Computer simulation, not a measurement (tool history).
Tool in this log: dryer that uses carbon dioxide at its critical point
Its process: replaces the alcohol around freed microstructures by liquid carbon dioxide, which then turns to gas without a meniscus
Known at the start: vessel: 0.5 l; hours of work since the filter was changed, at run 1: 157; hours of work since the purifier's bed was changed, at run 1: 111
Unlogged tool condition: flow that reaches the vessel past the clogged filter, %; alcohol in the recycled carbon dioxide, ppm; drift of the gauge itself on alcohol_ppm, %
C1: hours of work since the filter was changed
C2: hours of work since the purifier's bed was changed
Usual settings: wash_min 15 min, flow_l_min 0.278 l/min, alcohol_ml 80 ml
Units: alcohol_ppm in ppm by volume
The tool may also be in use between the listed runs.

{"run": 1, "hour": 0.0, "wash_min": 15, "flow_l_min": 0.278, "alcohol_ml": 80, "C1": 157, "C2": 111, "alcohol_ppm": 728}
{"run": 2, "hour": 19.8, "wash_min": 15, "flow_l_min": 0.278, "alcohol_ml": 80, "C1": 168, "C2": 121, "alcohol_ppm": 726}
{"run": 3, "hour": 39.7, "wash_min": 15, "flow_l_min": 0.278, "alcohol_ml": 69, "C1": 178, "C2": 132, "alcohol_ppm": 650}
{"run": 4, "hour": 48.4, "wash_min": 15, "flow_l_min": 0.278, "alcohol_ml": 69, "C1": 183, "C2": 137, "alcohol_ppm": 657}
{"run": 5, "hour": 59.0, "wash_min": 15, "flow_l_min": 0.278, "alcohol_ml": 69, "C1": 189, "C2": 143, "alcohol_ppm": 670}
{"run": 6, "hour": 74.7, "wash_min": 15, "flow_l_min": 0.278, "alcohol_ml": 69, "C1": 197, "C2": 151, "alcohol_ppm": 697}
{"run": 7, "hour": 87.1, "wash_min": 15, "flow_l_min": 0.278, "alcohol_ml": 69, "C1": 204, "C2": 158, "alcohol_ppm": 698}
{"run": 8, "hour": 105.5, "wash_min": 15, "flow_l_min": 0.377, "alcohol_ml": 80, "C1": 214, "C2": 168, "alcohol_ppm": 168}
{"run": 9, "hour": 113.7, "wash_min": 15, "flow_l_min": 0.377, "alcohol_ml": 80, "C1": 218, "C2": 172, "alcohol_ppm": 167}
{"run": 10, "hour": 127.7, "wash_min": 15, "flow_l_min": 0.171, "alcohol_ml": 80, "C1": 226, "C2": 180, "alcohol_ppm": 5819}
{"run": 11, "hour": 147.1, "wash_min": 15, "flow_l_min": 0.171, "alcohol_ml": 89, "C1": 236, "C2": 190, "alcohol_ppm": 6430}
{"run": 12, "hour": 165.7, "wash_min": 15, "flow_l_min": 0.278, "alcohol_ml": 80, "C1": 246, "C2": 200, "alcohol_ppm": 878}
{"run": 13, "hour": 176.4, "wash_min": 15, "flow_l_min": 0.278, "alcohol_ml": 80, "C1": 252, "C2": 206, "alcohol_ppm": 932}
{"run": 14, "hour": 188.0, "wash_min": 15, "flow_l_min": 0.278, "alcohol_ml": 80, "C1": 259, "C2": 212, "alcohol_ppm": 935}
{"run": 15, "hour": 205.1, "wash_min": 15, "flow_l_min": 0.278, "alcohol_ml": 80, "C1": 268, "C2": 222, "alcohol_ppm": 959}
{"run": 16, "hour": 216.5, "wash_min": 15, "flow_l_min": 0.278, "alcohol_ml": 80, "C1": 274, "C2": 228, "alcohol_ppm": 959}
{"run": 17, "hour": 236.1, "wash_min": 11, "flow_l_min": 0.278, "alcohol_ml": 80, "C1": 285, "C2": 238, "alcohol_ppm": 3796}
{"run": 18, "hour": 245.3, "wash_min": 11, "flow_l_min": 0.278, "alcohol_ml": 80, "C1": 290, "C2": 243, "alcohol_ppm": 3851}
{"run": 19, "hour": 264.5, "wash_min": 11, "flow_l_min": 0.278, "alcohol_ml": 80, "C1": 300, "C2": 254, "alcohol_ppm": 3935}
{"run": 20, "hour": 275.4, "wash_min": 15, "flow_l_min": 0.255, "alcohol_ml": 80, "C1": 306, "C2": 260, "alcohol_ppm": 1520}
{"hour": 283.9, "done": "inlet filter changed"}
{"run": 21, "hour": 287.9, "wash_min": 21, "flow_l_min": 0.278, "alcohol_ml": 80, "C1": 2, "C2": 266, "alcohol_ppm": 89}
{"run": 22, "hour": 303.8, "wash_min": 15, "flow_l_min": 0.278, "alcohol_ml": 77, "C1": 11, "C2": 275, "alcohol_ppm": 501}
{"run": 23, "hour": 318.1, "wash_min": 15, "flow_l_min": 0.278, "alcohol_ml": 77, "C1": 19, "C2": 282, "alcohol_ppm": 525}
{"run": 24, "hour": 332.4, "wash_min": 15, "flow_l_min": 0.278, "alcohol_ml": 82, "C1": 26, "C2": 290, "alcohol_ppm": 563}
{"run": 25, "hour": 347.1, "wash_min": 15, "flow_l_min": 0.278, "alcohol_ml": 82, "C1": 34, "C2": 298, "alcohol_ppm": 594}
{"run": 26, "hour": 364.9, "wash_min": 15, "flow_l_min": 0.278, "alcohol_ml": 82, "C1": 44, "C2": 308, "alcohol_ppm": 604}
{"run": 27, "hour": 384.4, "wash_min": 22, "flow_l_min": 0.267, "alcohol_ml": 80, "C1": 54, "C2": 318, "alcohol_ppm": 101}
{"run": 28, "hour": 401.6, "wash_min": 15, "flow_l_min": 0.278, "alcohol_ml": 108, "C1": 64, "C2": 328, "alcohol_ppm": 811}
{"run": 29, "hour": 411.5, "wash_min": 15, "flow_l_min": 0.278, "alcohol_ml": 74, "C1": 69, "C2": 333, "alcohol_ppm": 576}
{"run": 30, "hour": 426.7, "wash_min": 15, "flow_l_min": 0.21, "alcohol_ml": 49, "C1": 77, "C2": 341, "alcohol_ppm": 1324}
{"run": 31, "hour": 441.4, "wash_min": 15, "flow_l_min": 0.21, "alcohol_ml": 49, "C1": 85, "C2": 349, "alcohol_ppm": 1384}
{"run": 32, "hour": 450.9, "wash_min": 14, "flow_l_min": 0.331, "alcohol_ml": 33, "C1": 90, "C2": 354, "alcohol_ppm": 194}
{"run": 33, "hour": 462.5, "wash_min": 19, "flow_l_min": 0.331, "alcohol_ml": 68, "C1": 97, "C2": 360, "alcohol_ppm": 84}
{"run": 34, "hour": 472.1, "wash_min": 19, "flow_l_min": 0.331, "alcohol_ml": 68, "C1": 102, "C2": 366, "alcohol_ppm": 76}
{"run": 35, "hour": 490.7, "wash_min": 19, "flow_l_min": 0.331, "alcohol_ml": 68, "C1": 112, "C2": 376, "alcohol_ppm": 82}
{"run": 36, "hour": 506.2, "wash_min": 18, "flow_l_min": 0.342, "alcohol_ml": 80, "C1": 120, "C2": 384, "alcohol_ppm": 96}
{"run": 37, "hour": 519.2, "wash_min": 15, "flow_l_min": 0.342, "alcohol_ml": 111, "C1": 127, "C2": 391, "alcohol_ppm": 334}
{"run": 38, "hour": 531.9, "wash_min": 15, "flow_l_min": 0.342, "alcohol_ml": 111, "C1": 134, "C2": 398, "alcohol_ppm": 336}
{"run": 39, "hour": 551.3, "wash_min": 15, "flow_l_min": 0.342, "alcohol_ml": 111, "C1": 145, "C2": 409, "alcohol_ppm": 347}
{"run": 40, "hour": 569.8, "wash_min": 15, "flow_l_min": 0.18, "alcohol_ml": 36, "C1": 155, "C2": 419, "alcohol_ppm": 2027}
{"run": 41, "hour": 583.2, "wash_min": 15, "flow_l_min": 0.18, "alcohol_ml": 36, "C1": 162, "C2": 426, "alcohol_ppm": 2001}
{"run": 42, "hour": 592.0, "wash_min": 9, "flow_l_min": 0.464, "alcohol_ml": 22, "C1": 167, "C2": 431, "alcohol_ppm": 281}
{"run": 43, "hour": 602.1, "wash_min": 17, "flow_l_min": 0.389, "alcohol_ml": 53, "C1": 172, "C2": 436, "alcohol_ppm": 86}
{"run": 44, "hour": 613.4, "wash_min": 13, "flow_l_min": 0.173, "alcohol_ml": 54, "C1": 178, "C2": 442, "alcohol_ppm": 5697}
{"run": 45, "hour": 624.6, "wash_min": 13, "flow_l_min": 0.173, "alcohol_ml": 54, "C1": 184, "C2": 448, "alcohol_ppm": 5688}
{"run": 46, "hour": 643.2, "wash_min": 13, "flow_l_min": 0.173, "alcohol_ml": 54, "C1": 194, "C2": 458, "alcohol_ppm": 5663}
{"run": 47, "hour": 655.3, "wash_min": 13, "flow_l_min": 0.173, "alcohol_ml": 54, "C1": 201, "C2": 465, "alcohol_ppm": 5581}

3 ways to go on from here, each from the tool as it stands after run 47. What would each give?
{"run": "A", "hour": 671.2, "wash_min": 13, "flow_l_min": 0.223, "alcohol_ml": 54, "C1": 210, "C2": 473, "alcohol_ppm": "?"}
{"run": "B", "hour": 671.2, "wash_min": 12, "flow_l_min": 0.177, "alcohol_ml": 27, "C1": 210, "C2": 473, "alcohol_ppm": "?"}
{"run": "C", "hour": 671.2, "wash_min": 12, "flow_l_min": 0.407, "alcohol_ml": 119, "C1": 210, "C2": 473, "alcohol_ppm": "?"}

run=A alcohol_ppm=2714
run=B alcohol_ppm=3346
run=C alcohol_ppm=635
With the hidden condition removed and each run's random variation left untouched, the same runs would have given:
run=A alcohol_ppm=1743
run=B alcohol_ppm=2404
run=C alcohol_ppm=287

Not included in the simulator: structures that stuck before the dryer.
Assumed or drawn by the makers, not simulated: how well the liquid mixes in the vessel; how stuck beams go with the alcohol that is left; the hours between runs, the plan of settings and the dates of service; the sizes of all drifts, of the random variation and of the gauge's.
